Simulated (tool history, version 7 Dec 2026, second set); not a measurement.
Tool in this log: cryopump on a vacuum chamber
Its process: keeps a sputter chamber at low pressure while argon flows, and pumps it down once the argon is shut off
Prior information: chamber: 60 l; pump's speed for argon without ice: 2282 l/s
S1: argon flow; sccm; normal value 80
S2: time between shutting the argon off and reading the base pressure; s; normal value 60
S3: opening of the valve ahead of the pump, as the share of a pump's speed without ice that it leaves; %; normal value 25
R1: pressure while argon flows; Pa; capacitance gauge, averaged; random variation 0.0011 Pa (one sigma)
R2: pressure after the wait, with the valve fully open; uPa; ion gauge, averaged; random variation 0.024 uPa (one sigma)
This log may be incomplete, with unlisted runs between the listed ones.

run    hour   S1   S2  S3      R1    R2
  1       0   80   60  25  0.2374  1.39
  2      48   80   60  25  0.2378  1.46
  3    95.8   80   35  25  0.2392  2.05
  4   130.2   80   60  25  0.2402  1.48
  5   165.7   80   60  25  0.2395  1.48
  6   202.1   80   92  25  0.2377  1.22
  7   236.7   80   92  25  0.2428  1.29
  8   256.3   80   92  25  0.2399  1.24
  9     294   80   92  25  0.2435  1.27
 10   341.3   80   92  25   0.244  1.27
 11   375.1   80   92  25  0.2434   1.3
 12   422.1   80   92  25  0.2456  1.31
 13   444.5   80   92  25  0.2431   1.3
 14   472.6   80   92  25  0.2449  1.32
 15   499.2   80   92  25  0.2453  1.39
      520.2  -- leaking fittings of the chamber tightened, without venting
 16   543.3   80   92  25  0.2464  0.67
 17   564.9   80   92  25  0.2472  0.67
 18   598.9   87  148  22  0.3059  0.49
 19   631.6   87  148  22  0.3054   0.5
 20   657.6   87  148  22  0.3063  0.56
 21   694.1   87  148  22  0.3055  0.56
 22   735.2   46   60  18  0.1962  0.97
 23   755.2   46   60  18  0.1967  1.01
 24   789.2   40   61  54  0.0627  0.99
      821.8  -- pump warmed up, emptied and cooled again
 25   826.8   67  295  22  0.2274  0.36
 26   846.5   67  295  22  0.2262  0.32
 27   872.9   67  295  22  0.2284   0.4
 28   893.4   80  167  26  0.2296  0.45
 29   916.5   80   29  27  0.2203   1.9
 30     958   33  204  18  0.1367  0.49
 31   980.7   80   60  59  0.1035  0.97
 32  1020.5   69  105  25  0.2087   0.7
 33  1066.3  134   41  21  0.4809  1.38

Expected results for the next run?
 34  1100.6  80  60  48   ?   ?

R1: 0.1278 Pa
R2: 1.01 uPa
The same run, on a tool lacking any hidden state, would have yielded R1 0.1229 Pa, R2 0.89 uPa.

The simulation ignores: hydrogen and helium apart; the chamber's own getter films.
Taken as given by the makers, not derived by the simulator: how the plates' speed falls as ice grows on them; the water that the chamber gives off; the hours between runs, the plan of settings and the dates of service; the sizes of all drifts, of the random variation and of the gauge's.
